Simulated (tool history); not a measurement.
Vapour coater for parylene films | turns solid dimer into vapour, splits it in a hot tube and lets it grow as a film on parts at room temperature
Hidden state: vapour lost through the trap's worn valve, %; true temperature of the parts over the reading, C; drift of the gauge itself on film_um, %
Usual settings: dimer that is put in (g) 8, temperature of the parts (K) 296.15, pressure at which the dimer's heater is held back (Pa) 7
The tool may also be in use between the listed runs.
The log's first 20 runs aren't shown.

run,hour,dimer that is put in (g),temperature of the parts (K),pressure at which the dimer's heater is held back (Pa),hours of work since the trap's valve was overhauled,hours of work since the table's thermometer was calibrated,thickness of the film (nm)
21,772.3,3,296.15,7,198,1222,677
22,797.3,3,296.15,7,217,1241,691
23,834.9,8,300.15,7,246,1270,1687
24,873.2,12,296.15,9.92,276,1300,2633
25,903.9,5,296.15,3.96,300,1324,1174
26,931.2,5,296.15,3.96,321,1345,1168
27,977.6,5,296.15,3.96,357,1381,1167
28,1017.4,5,296.15,4.63,387,1412,1140
29,1050.7,5,296.15,4.63,413,1437,1149
30,1102,5,295.15,6.37,453,1477,1125
# hour 1132.5: table's thermometer calibrated
31,1139.1,13,300.15,4.83,481,5,2752

Forecast run 32:
32,1184,13,300.15,4.83,515,40,?

{"run 32": {"thickness of the film (nm)": 2715}}
Without the tool's hidden state the same run would have given thickness of the film (nm) 2913.
